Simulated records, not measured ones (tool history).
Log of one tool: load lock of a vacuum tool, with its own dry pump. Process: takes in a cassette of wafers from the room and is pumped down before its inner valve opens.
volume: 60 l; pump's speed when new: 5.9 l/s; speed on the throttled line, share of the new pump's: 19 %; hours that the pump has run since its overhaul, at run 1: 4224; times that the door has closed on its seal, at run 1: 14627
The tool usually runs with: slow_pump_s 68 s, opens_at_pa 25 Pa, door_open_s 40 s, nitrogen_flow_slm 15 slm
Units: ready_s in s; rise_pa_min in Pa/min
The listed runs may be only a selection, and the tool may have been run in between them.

run	hour	slow_pump_s	opens_at_pa	door_open_s	nitrogen_flow_slm	hours that the pump has run since its overhaul	times that the door has closed on its seal	incoming humidity of the room's air, %	ready_s	rise_pa_min
1	0	68	25	40	15	4224	14627	43.3	144.8	0.061
2	331	68	25	40	15	4555	15164	47.5	144.8	0.069
3	738.2	68	25	40	15	4962	15823	48.2	145.5	0.081
4	1058.3	68	43	40	15	5282	16342	45.8	139.5	0.078
5	1371.3	68	43	40	15	5595	16849	43.7	139.9	0.077
6	1837.8	68	25	40	15	6062	17605	44.6	147.4	0.084
7	2494.6	68	25	40	15	6718	18669	46.6	148.7	0.089
8	3189.5	68	25	40	21	7413	19795	46.3	149.9	0.091
9	3692.4	68	25	40	15	7916	20610	47.8	147.3	0.101
10	4324.3	68	25	40	15	8548	21634	43.3	149.9	0.105
11	4960.5	68	22	40	15	9184	22665	46	150.5	0.114
12	5553	68	31	70	15	9777	23624	42	149.1	0.126

Run 13 is up next; what results do you expect?
13	6219.7	68	31	70	15	10443	24705	45	?	?

{"run 13": {"ready_s": 149.4, "rise_pa_min": 0.129}}
Minus the tool's unlogged condition, the same run would have read ready_s 138.2 s, rise_pa_min 0.016 Pa/min.

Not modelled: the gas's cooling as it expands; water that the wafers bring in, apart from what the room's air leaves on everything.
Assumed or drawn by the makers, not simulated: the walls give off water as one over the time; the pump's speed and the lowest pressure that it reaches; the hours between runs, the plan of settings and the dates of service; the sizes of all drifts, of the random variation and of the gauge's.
